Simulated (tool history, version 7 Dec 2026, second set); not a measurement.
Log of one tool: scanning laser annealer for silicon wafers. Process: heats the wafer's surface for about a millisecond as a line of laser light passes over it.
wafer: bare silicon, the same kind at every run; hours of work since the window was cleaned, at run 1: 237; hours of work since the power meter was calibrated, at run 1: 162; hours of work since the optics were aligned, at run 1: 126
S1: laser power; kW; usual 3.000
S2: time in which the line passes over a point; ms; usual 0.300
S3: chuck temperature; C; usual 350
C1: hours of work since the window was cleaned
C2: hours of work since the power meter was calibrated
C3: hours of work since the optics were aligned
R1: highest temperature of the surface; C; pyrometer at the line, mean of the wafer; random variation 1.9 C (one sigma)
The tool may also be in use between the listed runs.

run,day,S1,S2,S3,C1,C2,C3,R1
1,0.000,3.000,0.300,350,237,162,126,1063
2,0.254,3.000,0.300,350,242,167,131,1064
3,0.675,3.000,0.300,350,250,175,139,1060
4,1.033,3.000,0.300,350,257,182,146,1061
5,1.267,3.054,0.300,350,261,186,150,1072
6,1.750,3.054,0.300,350,271,195,159,1070
7,2.171,3.054,0.300,350,279,203,167,1072
8,2.379,3.000,0.300,350,283,207,171,1056
9,2.871,3.000,0.300,350,292,217,181,1059
10,3.204,3.000,0.300,350,298,223,187,1055
11,3.654,3.000,0.324,350,307,232,196,1082
12,3.958,3.000,0.324,350,313,238,202,1081
13,4.196,3.000,0.300,350,317,242,206,1052
14,4.400,2.658,0.300,334,321,246,210,967
15,4.838,2.617,0.212,378,330,254,218,902
16,5.033,2.617,0.212,378,333,258,222,901
17,5.438,2.999,0.341,348,341,266,230,1095
18,5.788,2.999,0.341,348,348,273,237,1092
19,6.000,3.092,0.341,348,352,277,241,1114
20,6.338,2.724,0.295,357,358,283,247,995
21,6.675,2.913,0.252,350,365,290,254,976
22,7.092,2.913,0.252,350,373,297,261,976
23,7.367,2.913,0.252,350,378,303,267,975
24,7.654,2.885,0.339,315,383,308,272,1030
25,8.104,2.947,0.300,324,392,317,281,1014
26,8.375,2.947,0.300,324,397,322,286,1011

Measured less the same run without the tool's hidden state. The same run-to-run variation is in both; the gauge's scatter may not be:
The hidden state here: light that passes the window, % of a clean one's; laser's true power over the reading, %; width of the line over the set one, %; drift of the gauge itself on peak_c, C.
run,R1
1,-23
2,-24
3,-25
4,-25
5,-26
6,-27
7,-28
8,-28
9,-28
10,-29
11,-31
12,-31
13,-31
14,-28
15,-24
16,-24
17,-35
18,-36
19,-37
20,-32
21,-31
22,-32
23,-32
24,-38
25,-37
26,-38
